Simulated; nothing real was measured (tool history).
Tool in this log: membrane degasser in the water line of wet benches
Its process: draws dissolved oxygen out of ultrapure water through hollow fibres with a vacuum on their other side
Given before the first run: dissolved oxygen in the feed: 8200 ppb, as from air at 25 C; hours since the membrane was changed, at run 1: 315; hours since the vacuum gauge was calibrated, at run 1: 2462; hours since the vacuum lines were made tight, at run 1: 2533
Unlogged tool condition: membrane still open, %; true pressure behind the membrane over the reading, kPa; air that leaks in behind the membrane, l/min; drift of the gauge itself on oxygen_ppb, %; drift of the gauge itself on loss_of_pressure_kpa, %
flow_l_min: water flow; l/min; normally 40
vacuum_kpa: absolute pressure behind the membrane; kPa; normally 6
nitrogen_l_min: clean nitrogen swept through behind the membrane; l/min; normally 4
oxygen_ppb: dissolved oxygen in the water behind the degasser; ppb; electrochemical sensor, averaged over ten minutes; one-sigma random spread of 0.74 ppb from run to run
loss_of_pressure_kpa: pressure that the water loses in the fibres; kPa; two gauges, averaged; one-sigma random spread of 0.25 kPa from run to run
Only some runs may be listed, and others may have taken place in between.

run	day	flow_l_min	vacuum_kpa	nitrogen_l_min	hours since the membrane was changed	hours since the vacuum gauge was calibrated	hours since the vacuum lines were made tight	oxygen_ppb	loss_of_pressure_kpa
1	0	40	6	4	315	2462	2533	68.5	66.39
2	7.333	40	6	4	491	2638	2709	69.3	65.75
3	13.929	40	6	3.21	649	2796	2867	82.8	66.23
4	19.05	40	6	3.21	772	2919	2990	83.4	66.33
5	24.746	40	6	3.21	909	3056	3127	82.5	65.94
6	28.208	40	6	4	992	3139	3210	68.5	65.34
7	35.538	40	6	4	1168	3315	3386	68.4	65.86
8	42.108	40	6	4	1326	3473	3544	68.3	65.52
9	48.429	37	6	4	1477	3624	3695	61.3	60.19
10	54.062	40	5.12	4	1613	3759	3831	47.8	65.26
11	57.867	37	13.12	4	1704	3851	3922	214.2	60.04
12	62.4	31	8.84	6.48	1813	3960	4031	66.6	50.64
13	67.171	51	8.84	11.14	1927	4074	4145	73.8	82.36
14	70.804	51	8.84	2.11	2014	4161	4232	290.9	82.62
# day 74.367: gauge calibrated
# day 75.058: seals of the vacuum lines changed
15	76.821	40	4.22	2.43	2157	4304	42	41.3	66.14
# day 82.692: vacuum gauge calibrated
16	83.504	40	7.74	9.47	2317	19	202	48.9	66.54
17	88.75	40	7.74	9.47	2443	145	328	48.2	66.18
18	93.112	55	5.95	6.4	2547	250	433	71.8	90.61

5 ways to go on from here, each from the tool as it stands after run 18. What would each give?
A	98.179	50	4.8	4.51	2669	372	554	?	?
B	98.179	63	7.07	6.4	2669	372	554	?	?
C	98.179	33	4.05	9.86	2669	372	554	?	?
D	98.179	40	5.95	11.5	2669	372	554	?	?
E	98.179	40	12.63	4	2669	372	554	?	?

run	oxygen_ppb	loss_of_pressure_kpa
A	52.1	82.39
B	118.2	103.06
C	7.9	54.17
D	25.9	65.88
E	222.4	65.54
The same runs, with their run-to-run variation unchanged, on a tool lacking any hidden condition would have given:
run	oxygen_ppb	loss_of_pressure_kpa
A	52.1	83.14
B	118.1	104
C	7.9	54.66
D	25.9	66.48
E	222.3	66.14

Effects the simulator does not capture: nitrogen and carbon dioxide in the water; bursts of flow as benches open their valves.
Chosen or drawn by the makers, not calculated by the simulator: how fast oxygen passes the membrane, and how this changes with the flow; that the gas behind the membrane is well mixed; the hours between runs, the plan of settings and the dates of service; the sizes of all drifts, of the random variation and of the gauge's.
